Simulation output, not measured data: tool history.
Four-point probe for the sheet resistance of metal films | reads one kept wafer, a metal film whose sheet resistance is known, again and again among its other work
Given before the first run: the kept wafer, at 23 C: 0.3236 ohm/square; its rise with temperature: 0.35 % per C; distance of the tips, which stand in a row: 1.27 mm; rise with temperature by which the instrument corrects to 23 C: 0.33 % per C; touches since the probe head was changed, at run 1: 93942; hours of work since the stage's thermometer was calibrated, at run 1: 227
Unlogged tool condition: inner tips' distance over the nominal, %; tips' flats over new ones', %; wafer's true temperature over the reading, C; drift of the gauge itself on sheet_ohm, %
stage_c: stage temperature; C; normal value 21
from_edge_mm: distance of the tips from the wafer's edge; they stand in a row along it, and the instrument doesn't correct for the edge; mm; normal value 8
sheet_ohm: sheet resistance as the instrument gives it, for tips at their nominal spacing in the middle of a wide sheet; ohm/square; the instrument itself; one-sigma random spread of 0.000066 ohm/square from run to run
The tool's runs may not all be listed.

| run | hour | stage_c | from_edge_mm | touches since the probe head was changed | hours of work since the stage's thermometer was calibrated | sheet_ohm |
|---|---|---|---|---|---|---|
| 1 | 0.0 | 21 | 8 | 93942 | 227 | 0.332386 |
| 2 | 16.2 | 21 | 8 | 94568 | 234 | 0.332575 |
| 3 | 25.4 | 25 | 8 | 94924 | 239 | 0.332730 |
| 4 | 33.7 | 25 | 8 | 95247 | 243 | 0.332756 |
| 5 | 47.5 | 25 | 8 | 95779 | 250 | 0.332690 |
| 6 | 64.7 | 21 | 8 | 96448 | 258 | 0.332647 |
| 7 | 72.5 | 29 | 53 | 96749 | 262 | 0.328663 |

Run 8, settings as shown, results not yet in. Your forecast:
| 8 | 80.3 | 29 | 53 | 97051 | 265 | ? |

sheet_ohm: 0.328811 ohm/square
With no hidden state in the tool, this same run would have given sheet_ohm 0.324101 ohm/square.
